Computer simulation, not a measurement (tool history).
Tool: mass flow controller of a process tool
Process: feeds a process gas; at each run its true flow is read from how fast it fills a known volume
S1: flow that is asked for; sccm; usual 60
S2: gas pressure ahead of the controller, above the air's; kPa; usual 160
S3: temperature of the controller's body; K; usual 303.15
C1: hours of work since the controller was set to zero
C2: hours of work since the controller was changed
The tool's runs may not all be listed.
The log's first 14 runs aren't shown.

{"run": 15, "hour": 2071.9, "S1": 60, "S2": 160, "S3": 303.15, "C1": 4543, "C2": 4543, "true flow (%)": 99.97}
{"run": 16, "hour": 2231.0, "S1": 60, "S2": 160, "S3": 303.15, "C1": 4664, "C2": 4664, "true flow (%)": 99.92}
{"run": 17, "hour": 2325.3, "S1": 60, "S2": 160, "S3": 311.15, "C1": 4735, "C2": 4735, "true flow (%)": 99.47}
{"hour": 2440.9, "done": "controller's zero set anew"}
{"run": 18, "hour": 2480.5, "S1": 24, "S2": 186, "S3": 299.15, "C1": 30, "C2": 4852, "true flow (%)": 99.57}
{"run": 19, "hour": 2664.7, "S1": 12, "S2": 188, "S3": 297.15, "C1": 170, "C2": 4992, "true flow (%)": 99.53}
{"run": 20, "hour": 2774.3, "S1": 11, "S2": 145, "S3": 308.15, "C1": 253, "C2": 5075, "true flow (%)": 99.23}
{"run": 21, "hour": 2921.2, "S1": 11, "S2": 175, "S3": 305.15, "C1": 364, "C2": 5186, "true flow (%)": 99.19}
{"run": 22, "hour": 3075.8, "S1": 18, "S2": 207, "S3": 295.15, "C1": 481, "C2": 5303, "true flow (%)": 99.75}
{"run": 23, "hour": 3241.7, "S1": 74, "S2": 274, "S3": 295.15, "C1": 607, "C2": 5429, "true flow (%)": 100.06}
{"run": 24, "hour": 3369.1, "S1": 74, "S2": 274, "S3": 295.15, "C1": 703, "C2": 5526, "true flow (%)": 100.15}
{"hour": 3400.5, "done": "controller exchanged for a calibrated one"}
{"run": 25, "hour": 3516.5, "S1": 12, "S2": 160, "S3": 305.15, "C1": 88, "C2": 88, "true flow (%)": 99.4}
{"run": 26, "hour": 3655.5, "S1": 12, "S2": 234, "S3": 294.15, "C1": 193, "C2": 193, "true flow (%)": 99.7}
{"run": 27, "hour": 3770.2, "S1": 72, "S2": 234, "S3": 294.15, "C1": 280, "C2": 280, "true flow (%)": 100.48}
{"run": 28, "hour": 3937.4, "S1": 30, "S2": 241, "S3": 305.15, "C1": 407, "C2": 407, "true flow (%)": 99.3}
{"run": 29, "hour": 4031.3, "S1": 22, "S2": 147, "S3": 311.15, "C1": 478, "C2": 478, "true flow (%)": 99.37}
{"run": 30, "hour": 4220.2, "S1": 24, "S2": 160, "S3": 303.15, "C1": 621, "C2": 621, "true flow (%)": 99.89}
{"run": 31, "hour": 4403.5, "S1": 60, "S2": 160, "S3": 300.15, "C1": 760, "C2": 760, "true flow (%)": 100.78}

5 ways to go on from here, each from the tool as it stands after run 31. What would each give?
{"hour": 4441.6, "done": "gauge calibrated"}
{"run": "A", "hour": 4568.8, "S1": 17, "S2": 176, "S3": 303.15, "C1": 885, "C2": 885, "true flow (%)": "?"}
{"hour": 4441.6, "done": "gauge calibrated"}
{"run": "B", "hour": 4568.8, "S1": 70, "S2": 276, "S3": 296.15, "C1": 885, "C2": 885, "true flow (%)": "?"}
{"hour": 4441.6, "done": "gauge calibrated"}
{"run": "C", "hour": 4568.8, "S1": 29, "S2": 160, "S3": 298.15, "C1": 885, "C2": 885, "true flow (%)": "?"}
{"hour": 4441.6, "done": "gauge calibrated"}
{"run": "D", "hour": 4568.8, "S1": 64, "S2": 160, "S3": 300.15, "C1": 885, "C2": 885, "true flow (%)": "?"}
{"hour": 4441.6, "done": "gauge calibrated"}
{"run": "E", "hour": 4568.8, "S1": 60, "S2": 211, "S3": 305.15, "C1": 885, "C2": 885, "true flow (%)": "?"}

run=A true_flow_(%)=98.75
run=B true_flow_(%)=99.16
run=C true_flow_(%)=99.21
run=D true_flow_(%)=99.80
run=E true_flow_(%)=98.84
Without the tool's hidden state the same runs would have given:
run=A true_flow_(%)=98.72
run=B true_flow_(%)=99.13
run=C true_flow_(%)=99.19
run=D true_flow_(%)=99.77
run=E true_flow_(%)=98.81
